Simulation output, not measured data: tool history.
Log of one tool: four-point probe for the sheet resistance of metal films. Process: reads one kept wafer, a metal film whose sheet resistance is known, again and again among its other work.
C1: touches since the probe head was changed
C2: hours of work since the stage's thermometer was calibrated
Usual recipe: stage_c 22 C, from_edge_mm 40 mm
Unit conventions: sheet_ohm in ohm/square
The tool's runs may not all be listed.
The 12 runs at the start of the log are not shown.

Run 13, hour 527.1: usual settings; C1 73020; C2 895. Result: sheet_ohm 0.032456 ohm/square.
Run 14, hour 581.6: usual settings; C1 75088; C2 930. Result: sheet_ohm 0.032447 ohm/square.
At hour 628: new probe head fitted.
Run 15, hour 643.8: usual settings but stage_c 23 C; C1 598; C2 968. Result: sheet_ohm 0.032909 ohm/square.
Run 16, hour 699.3: usual settings but stage_c 23 C; C1 2705; C2 1004. Result: sheet_ohm 0.032889 ohm/square.
Run 17, hour 732.5: usual settings but stage_c 19 C, from_edge_mm 9 mm; C1 3964; C2 1025. Result: sheet_ohm 0.033011 ohm/square.
At hour 736.2: stage's thermometer calibrated.
Run 18, hour 794.2: usual settings but stage_c 19 C, from_edge_mm 9 mm; C1 6289; C2 37. Result: sheet_ohm 0.033033 ohm/square.
Run 19, hour 825.6: usual settings but stage_c 28 C, from_edge_mm 14 mm; C1 7478; C2 57. Result: sheet_ohm 0.032833 ohm/square.
Run 20, hour 854.7: usual settings but stage_c 30 C, from_edge_mm 45 mm; C1 8586; C2 75. Result: sheet_ohm 0.032768 ohm/square.
At hour 863: stage's thermometer calibrated, once more.
Run 21, hour 908: usual settings but stage_c 30 C, from_edge_mm 45 mm; C1 10589; C2 29. Result: sheet_ohm 0.032686 ohm/square.
Run 22, hour 957.4: usual settings but stage_c 24 C, from_edge_mm 15 mm; C1 12463; C2 60. Result: sheet_ohm 0.032788 ohm/square.
Run 23, hour 1007.7: usual settings but from_edge_mm 36 mm; C1 14370; C2 92. Result: sheet_ohm 0.032793 ohm/square.
Run 24, hour 1036.2: usual settings but from_edge_mm 36 mm; C1 15453; C2 110. Result: sheet_ohm 0.032786 ohm/square.
Run 25, hour 1081.6: usual settings but stage_c 18 C, from_edge_mm 22 mm; C1 17176; C2 138. Result: sheet_ohm 0.032859 ohm/square.
Run 26, hour 1112.1: usual settings but stage_c 18 C, from_edge_mm 59 mm; C1 18335; C2 158. Result: sheet_ohm 0.032844 ohm/square.
Run 27, hour 1158.9: usual settings but stage_c 21 C, from_edge_mm 28 mm; C1 20112; C2 187. Result: sheet_ohm 0.032779 ohm/square.
Run 28, hour 1206.2: usual settings but stage_c 28 C, from_edge_mm 4 mm; C1 21907; C2 217. Result: sheet_ohm 0.032922 ohm/square.
Run 29, hour 1256.1: usual settings but stage_c 23 C, from_edge_mm 20 mm; C1 23799; C2 249. Result: sheet_ohm 0.032747 ohm/square.
Run 30, hour 1284.8: usual settings but stage_c 34 C, from_edge_mm 27 mm; C1 24889; C2 267. Result: sheet_ohm 0.032537 ohm/square.
Run 31, hour 1344.9: usual settings but stage_c 26 C, from_edge_mm 11 mm; C1 27171; C2 305. Result: sheet_ohm 0.032694 ohm/square.
Run 32, hour 1385: usual settings but stage_c 25 C, from_edge_mm 7 mm; C1 28691; C2 331. Result: sheet_ohm 0.032755 ohm/square.

Each row is a separate what-if for the run after 32, all from the same tool condition, not one after another. Results?
Run A, hour 1447.2: usual settings but stage_c 19 C, from_edge_mm 61 mm; C1 31050; C2 370. Result: sheet_ohm ?.
Run B, hour 1447.2: usual settings but stage_c 31 C, from_edge_mm 9 mm; C1 31050; C2 370. Result: sheet_ohm ?.
Run C, hour 1447.2: usual settings but stage_c 19 C, from_edge_mm 28 mm; C1 31050; C2 370. Result: sheet_ohm ?.
Run D, hour 1447.2: usual settings but stage_c 25 C, from_edge_mm 4 mm; C1 31050; C2 370. Result: sheet_ohm ?.
Run E, hour 1447.2: usual settings but stage_c 26 C, from_edge_mm 59 mm; C1 31050; C2 370. Result: sheet_ohm ?.

run  sheet_ohm
  A   0.032758
  B   0.032612
  C   0.032754
  D    0.03293
  E   0.032637
The same runs, with their run-to-run variation unchanged, on a tool lacking any hidden condition would have given:
run  sheet_ohm
  A   0.032974
  B   0.032828
  C    0.03297
  D   0.033147
  E   0.032853
